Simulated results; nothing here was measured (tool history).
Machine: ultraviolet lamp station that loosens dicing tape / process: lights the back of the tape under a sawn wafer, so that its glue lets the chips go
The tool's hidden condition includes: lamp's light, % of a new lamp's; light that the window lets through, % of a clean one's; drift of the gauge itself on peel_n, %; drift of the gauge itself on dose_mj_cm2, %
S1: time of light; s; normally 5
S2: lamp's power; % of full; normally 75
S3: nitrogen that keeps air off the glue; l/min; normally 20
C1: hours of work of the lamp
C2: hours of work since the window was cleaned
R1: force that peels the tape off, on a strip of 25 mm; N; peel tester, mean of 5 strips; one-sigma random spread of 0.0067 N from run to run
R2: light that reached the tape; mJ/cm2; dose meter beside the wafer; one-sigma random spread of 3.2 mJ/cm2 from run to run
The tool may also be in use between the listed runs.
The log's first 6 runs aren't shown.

run   hour  S1  S2  S3   C1   C2     R1   R2
  7   80.2   5  75  20   66  250  0.232  507
  8   99.7   5  75  20   76  260  0.218  515
  9  116.3   5  75  20   84  268  0.234  511
 10  134.8   5  75  20   93  277   0.22  505
 11  157.4   5  75  20  104  288   0.23  505
 12  169.7   5  75  15  110  294  0.283  506
 13  183.5   6  75  15  117  301  0.161  614
 14  198.2   6  91  15  124  308  0.101  750
 15  221.1   6  91  15  135  319  0.095  745
 16  232.9   5  75  20  141  325   0.23  507
 17  242.9   5  75  20  146  330  0.217  508
 18  260.8   5  75  20  155  338  0.229  501
 19  282.3   5  75  20  165  349  0.224  510
 20  301.7   2  84  31  174  358  1.526  226
 21  313.4   3  75  28  180  364  0.861  308
 22  336.6   3  97   7  191  375  1.014  390
 23  356.4   3  97   7  201  385  0.937  393
 24  371.2   5  65  20  208  392  0.359  444
 25  381.2   8  85  17  213  397  0.063  928
 26  391.2   3  85   9  218  402  1.142  346
 27    403   3  61  20  224  408  1.557  245
 28    418   5  62  20  231  415  0.423  413
 29  436.7   3  62  20  240  424  1.476  255

Run 30, settings as shown, results not yet in. Your forecast:
 30  446.1   4  68  20  245  429   ?   ?

{"run 30": {"R1": 0.626, "R2": 368}}
Had the tool carried no hidden state, the very same run would have given R1 0.624 N, R2 368 mJ/cm2.
